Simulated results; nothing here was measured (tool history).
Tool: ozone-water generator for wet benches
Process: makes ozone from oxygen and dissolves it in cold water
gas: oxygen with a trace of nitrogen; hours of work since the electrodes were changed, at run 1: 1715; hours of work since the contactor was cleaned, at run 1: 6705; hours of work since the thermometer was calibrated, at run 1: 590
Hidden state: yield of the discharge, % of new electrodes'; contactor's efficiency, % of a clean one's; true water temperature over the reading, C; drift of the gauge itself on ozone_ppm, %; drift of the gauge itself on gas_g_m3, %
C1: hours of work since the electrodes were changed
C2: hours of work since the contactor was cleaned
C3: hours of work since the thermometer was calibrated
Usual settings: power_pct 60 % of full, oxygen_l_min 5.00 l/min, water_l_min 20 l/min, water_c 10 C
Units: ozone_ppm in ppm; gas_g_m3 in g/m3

{"run": 1, "hour": 0.0, "power_pct": 60, "oxygen_l_min": 5.0, "water_l_min": 20, "water_c": 10, "C1": 1715, "C2": 6705, "C3": 590, "ozone_ppm": 21.7, "gas_g_m3": 209.8}
{"run": 2, "hour": 58.6, "power_pct": 60, "oxygen_l_min": 5.0, "water_l_min": 20, "water_c": 10, "C1": 1768, "C2": 6757, "C3": 642, "ozone_ppm": 21.7, "gas_g_m3": 209.6}
{"run": 3, "hour": 97.4, "power_pct": 60, "oxygen_l_min": 5.0, "water_l_min": 19, "water_c": 10, "C1": 1802, "C2": 6792, "C3": 677, "ozone_ppm": 22.9, "gas_g_m3": 209.1}
{"run": 4, "hour": 137.0, "power_pct": 60, "oxygen_l_min": 5.0, "water_l_min": 19, "water_c": 13, "C1": 1838, "C2": 6827, "C3": 712, "ozone_ppm": 21.9, "gas_g_m3": 209.6}
{"run": 5, "hour": 170.7, "power_pct": 60, "oxygen_l_min": 5.0, "water_l_min": 20, "water_c": 10, "C1": 1868, "C2": 6857, "C3": 742, "ozone_ppm": 21.5, "gas_g_m3": 209.9}
{"run": 6, "hour": 219.9, "power_pct": 60, "oxygen_l_min": 5.0, "water_l_min": 20, "water_c": 10, "C1": 1911, "C2": 6901, "C3": 786, "ozone_ppm": 21.3, "gas_g_m3": 207.6}
{"run": 7, "hour": 255.3, "power_pct": 60, "oxygen_l_min": 5.0, "water_l_min": 20, "water_c": 10, "C1": 1943, "C2": 6932, "C3": 817, "ozone_ppm": 21.7, "gas_g_m3": 209.1}
{"run": 8, "hour": 291.5, "power_pct": 60, "oxygen_l_min": 5.0, "water_l_min": 20, "water_c": 10, "C1": 1975, "C2": 6965, "C3": 850, "ozone_ppm": 21.5, "gas_g_m3": 209.2}
{"run": 9, "hour": 335.8, "power_pct": 60, "oxygen_l_min": 5.0, "water_l_min": 20, "water_c": 10, "C1": 2015, "C2": 7004, "C3": 889, "ozone_ppm": 21.4, "gas_g_m3": 209.3}
{"run": 10, "hour": 383.5, "power_pct": 60, "oxygen_l_min": 5.0, "water_l_min": 20, "water_c": 10, "C1": 2057, "C2": 7047, "C3": 932, "ozone_ppm": 21.5, "gas_g_m3": 209.8}
{"run": 11, "hour": 435.9, "power_pct": 60, "oxygen_l_min": 5.0, "water_l_min": 20, "water_c": 10, "C1": 2104, "C2": 7093, "C3": 978, "ozone_ppm": 21.7, "gas_g_m3": 208.5}
{"run": 12, "hour": 463.5, "power_pct": 60, "oxygen_l_min": 5.0, "water_l_min": 18, "water_c": 10, "C1": 2129, "C2": 7118, "C3": 1003, "ozone_ppm": 23.9, "gas_g_m3": 208.9}
{"run": 13, "hour": 522.6, "power_pct": 66, "oxygen_l_min": 3.33, "water_l_min": 16, "water_c": 7, "C1": 2181, "C2": 7171, "C3": 1056, "ozone_ppm": 27.5, "gas_g_m3": 268.7}
{"run": 14, "hour": 547.1, "power_pct": 60, "oxygen_l_min": 5.0, "water_l_min": 22, "water_c": 14, "C1": 2203, "C2": 7192, "C3": 1078, "ozone_ppm": 18.5, "gas_g_m3": 208.9}
{"run": 15, "hour": 572.5, "power_pct": 45, "oxygen_l_min": 7.3, "water_l_min": 30, "water_c": 10, "C1": 2226, "C2": 7215, "C3": 1100, "ozone_ppm": 12.9, "gas_g_m3": 150.7}
{"run": 16, "hour": 601.7, "power_pct": 57, "oxygen_l_min": 7.3, "water_l_min": 25, "water_c": 10, "C1": 2252, "C2": 7241, "C3": 1126, "ozone_ppm": 17.4, "gas_g_m3": 169.0}
{"run": 17, "hour": 642.1, "power_pct": 53, "oxygen_l_min": 7.3, "water_l_min": 18, "water_c": 17, "C1": 2288, "C2": 7277, "C3": 1162, "ozone_ppm": 20.4, "gas_g_m3": 163.7}
{"run": 18, "hour": 697.0, "power_pct": 53, "oxygen_l_min": 3.33, "water_l_min": 18, "water_c": 14, "C1": 2337, "C2": 7326, "C3": 1211, "ozone_ppm": 20.2, "gas_g_m3": 239.3}
{"run": 19, "hour": 729.5, "power_pct": 60, "oxygen_l_min": 5.0, "water_l_min": 13, "water_c": 6, "C1": 2366, "C2": 7355, "C3": 1240, "ozone_ppm": 33.9, "gas_g_m3": 209.8}
{"run": 20, "hour": 775.4, "power_pct": 60, "oxygen_l_min": 5.0, "water_l_min": 13, "water_c": 6, "C1": 2407, "C2": 7396, "C3": 1281, "ozone_ppm": 33.5, "gas_g_m3": 209.5}
{"run": 21, "hour": 826.8, "power_pct": 60, "oxygen_l_min": 5.0, "water_l_min": 13, "water_c": 6, "C1": 2452, "C2": 7442, "C3": 1327, "ozone_ppm": 34.1, "gas_g_m3": 209.6}
{"run": 22, "hour": 864.5, "power_pct": 60, "oxygen_l_min": 5.0, "water_l_min": 13, "water_c": 6, "C1": 2486, "C2": 7475, "C3": 1360, "ozone_ppm": 33.8, "gas_g_m3": 207.3}
{"run": 23, "hour": 912.9, "power_pct": 74, "oxygen_l_min": 5.63, "water_l_min": 20, "water_c": 10, "C1": 2529, "C2": 7519, "C3": 1404, "ozone_ppm": 24.3, "gas_g_m3": 220.5}

3 ways to go on from here, each from the tool as it stands after run 23. What would each give?
{"run": "A", "hour": 951.2, "power_pct": 66, "oxygen_l_min": 5.0, "water_l_min": 22, "water_c": 10, "C1": 2563, "C2": 7553, "C3": 1438, "ozone_ppm": "?", "gas_g_m3": "?"}
{"run": "B", "hour": 951.2, "power_pct": 44, "oxygen_l_min": 3.39, "water_l_min": 20, "water_c": 10, "C1": 2563, "C2": 7553, "C3": 1438, "ozone_ppm": "?", "gas_g_m3": "?"}
{"run": "C", "hour": 951.2, "power_pct": 42, "oxygen_l_min": 5.63, "water_l_min": 20, "water_c": 10, "C1": 2563, "C2": 7553, "C3": 1438, "ozone_ppm": "?", "gas_g_m3": "?"}

run=A ozone_ppm=20.4 gas_g_m3=219.9
run=B ozone_ppm=17.4 gas_g_m3=216.1
run=C ozone_ppm=18.0 gas_g_m3=164.7
Without the tool's hidden state the same runs would have given:
run=A ozone_ppm=22.7 gas_g_m3=224.4
run=B ozone_ppm=19.2 gas_g_m3=219.6
run=C ozone_ppm=19.9 gas_g_m3=167.3
